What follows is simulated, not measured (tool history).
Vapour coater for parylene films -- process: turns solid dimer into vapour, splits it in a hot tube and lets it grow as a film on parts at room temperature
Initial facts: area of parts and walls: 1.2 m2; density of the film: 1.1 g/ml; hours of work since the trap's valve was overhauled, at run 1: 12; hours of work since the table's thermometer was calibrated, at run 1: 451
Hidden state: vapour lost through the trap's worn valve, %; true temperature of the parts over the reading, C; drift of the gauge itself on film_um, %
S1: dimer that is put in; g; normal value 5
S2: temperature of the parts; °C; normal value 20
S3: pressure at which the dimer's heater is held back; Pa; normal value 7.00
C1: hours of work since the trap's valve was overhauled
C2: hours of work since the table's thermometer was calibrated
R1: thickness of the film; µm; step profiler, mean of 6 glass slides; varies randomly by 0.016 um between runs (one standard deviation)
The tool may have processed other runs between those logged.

run	hour	S1	S2	S3	C1	C2	R1
1	0.0	5	20	7.00	12	451	2.64
2	23.1	5	20	7.00	25	464	2.64
3	38.7	5	20	7.00	34	473	2.69
4	61.6	5	13	7.00	46	486	3.41
5	91.0	5	22	7.00	63	502	2.44
6	108.0	5	20	7.00	73	512	2.62
7	133.4	5	13	7.00	87	526	3.39
8	147.5	5	13	7.00	95	534	3.42
9	162.9	5	20	7.00	104	543	2.62
10	181.5	2	20	7.00	114	553	1.04
11	205.8	5	20	7.00	128	567	2.61
12	218.6	5	20	7.00	135	574	2.62
13	246.8	5	20	3.84	151	590	2.87
14	262.6	5	20	7.00	160	599	2.63
15	276.2	5	20	7.00	167	607	2.59
16	303.3	5	20	7.00	183	622	2.59
17	315.6	5	20	7.00	190	629	2.60
18	330.5	5	20	7.00	198	637	2.58
19	348.2	5	20	7.00	208	647	2.61
20	361.2	5	20	7.00	215	655	2.59
21	373.2	5	20	7.00	222	661	2.61
22	398.0	6	13	3.64	236	675	4.29
23	418.8	4	16	2.37	248	687	2.81
24	437.0	4	16	2.37	258	697	2.81
# hour 443.1: trap's valve overhauled
25	456.8	4	16	2.37	8	706	2.76
26	478.3	7	20	7.00	20	719	3.53
27	504.7	2	15	7.00	35	733	1.19
28	520.5	2	18	2.21	44	742	1.29
29	549.4	2	18	2.21	60	759	1.30
# hour 555.2: trap's valve overhauled, once more
30	576.0	6	18	2.21	12	771	4.16
31	588.2	6	18	2.21	19	778	4.15
32	613.2	6	27	2.06	33	792	3.02
33	626.7	5	31	7.32	40	800	1.80
34	652.3	5	25	7.00	55	814	2.27
35	678.8	5	20	6.74	70	829	2.69

Run 36 has not been measured yet. What should we expect?
36	697.9	5	19	8.96	81	840	?

For run 36 the tool returned R1 2.68 µm.
Had the tool carried no hidden state, the very same run would have given R1 2.63 µm.
